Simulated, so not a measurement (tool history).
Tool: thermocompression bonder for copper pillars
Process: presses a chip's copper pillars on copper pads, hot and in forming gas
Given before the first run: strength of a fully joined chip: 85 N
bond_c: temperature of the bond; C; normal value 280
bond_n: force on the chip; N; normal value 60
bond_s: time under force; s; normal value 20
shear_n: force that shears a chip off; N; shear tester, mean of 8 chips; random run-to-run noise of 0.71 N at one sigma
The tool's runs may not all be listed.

run     day  bond_c  bond_n  bond_s  shear_n
  1       0     280      60      20     47.5
  2   1.733     280      38      20     33.4
  3   3.292     271      38      20     29.1
  4   4.758     291      60      20     50.4
  5   6.146     280      60      20     45.2
  6    7.85     280      60      20     45.1
  7   8.917     280      60      20     43.5
  8  10.679     280      60      20     43.8
  9  11.796     280      60      20     45.3
 10  12.646     280      60      20     44.9
 11  14.304     280      60      20     43.7
 12  15.758     280      60      20     43.7
 13  17.129     280      38      20     29.6
 14  19.029     280      38      20     28.5
 15  20.812     266      70      48     52.9
     21.033  -- forming gas filter changed
 16  22.892     266      70      25     49.9
 17  23.933     266      70      25     50.2
 18  25.758     283      68      52       66
 19  27.383     304      60      17     52.2
 20  28.262     304      60      17     52.1
 21  30.238     304      60      40     63.5

Alternative continuations, all from the tool just after run 21; predict every row:
  A  31.683     306      60      40        ?
  B  31.683     280      61      28        ?
  C  31.683     294      60      22        ?
  D  31.683     283      60      20        ?

run  shear_n
  A     62.9
  B     49.9
  C     49.5
  D       46
The same runs, with their run-to-run variation unchanged, on a tool lacking any hidden condition would have given:
run  shear_n
  A     69.5
  B     56.8
  C     56.2
  D     52.7

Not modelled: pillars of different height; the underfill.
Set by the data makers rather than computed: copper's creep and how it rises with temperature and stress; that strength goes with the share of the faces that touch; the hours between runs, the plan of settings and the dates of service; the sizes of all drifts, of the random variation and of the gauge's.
